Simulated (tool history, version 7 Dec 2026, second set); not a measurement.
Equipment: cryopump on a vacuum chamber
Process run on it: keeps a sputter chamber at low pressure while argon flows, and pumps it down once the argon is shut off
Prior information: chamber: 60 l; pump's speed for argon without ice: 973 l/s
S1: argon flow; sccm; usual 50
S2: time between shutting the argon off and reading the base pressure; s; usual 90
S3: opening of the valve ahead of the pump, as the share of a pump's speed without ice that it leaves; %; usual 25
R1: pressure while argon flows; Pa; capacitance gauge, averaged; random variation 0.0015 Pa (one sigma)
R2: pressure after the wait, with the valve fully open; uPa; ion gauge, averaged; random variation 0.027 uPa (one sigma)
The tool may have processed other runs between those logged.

run     day  S1   S2  S3      R1    R2
  1   0.000  50   90  25  0.3542  3.65
  2   0.546  50   90  25  0.3556  3.70
  3   1.162  50  205  25  0.3566  3.19
  4   1.646  50  205  25  0.3579  3.26
  5   2.383  50  205  25  0.3579  3.23
  6   2.896  50  205  25  0.3574  3.34
  7   3.708  50  205  25  0.3556  3.36
  8   4.500  50   90  39  0.2354  3.96
  9   4.983  50   90  39  0.2345  3.91
 10   5.675  50   21  25  0.3621  6.88
 11   6.492  50   21  25  0.3587  6.80
 12   6.988  50   72  25  0.3617  4.24
 13   7.738  50   90  25  0.3601  4.02
 14   8.529  50   90  25  0.3633  4.04
 15   9.121  50   90  25  0.3625  4.03
 16   9.575  49  229  25  0.3553  3.56
 17  10.092  33  118  25  0.2395  3.83
 18  10.629  33  118  25  0.2387  3.83
 19  11.279  67   49  51  0.2512  4.97
 20  12.071  67   21  41  0.3086  7.34
 21  12.742  40   85  18  0.3992  4.29
 22  13.208  40   85  18  0.3993  4.24
 23  13.888  40   37  32  0.2331  5.55
 24  14.275  25   72  46  0.1046  4.56
 25  14.908  25   72  46  0.1041  4.45
 26  15.521  73   29  33  0.4129  6.37
 27  16.379  73   27  33  0.4163  6.71
 28  16.921  50   93  28  0.3327  4.35
 29  17.625  58   42  34  0.3229  5.49

4 options for the next run, each taken on its own from the tool as it stands now. Forecast them:
  A  18.133  50  157  25   ?   ?
  B  18.133  69   90  42   ?   ?
  C  18.133  50   53  52   ?   ?
  D  18.133  62   42  34   ?   ?

run      R1    R2
  A  0.3720  4.13
  B  0.3191  4.63
  C  0.1924  5.04
  D  0.3435  5.50
With the hidden condition removed and each run's random variation left untouched, the same runs would have given:
run      R1    R2
  A  0.3485  0.88
  B  0.2866  1.30
  C  0.1687  1.85
  D  0.3146  2.30
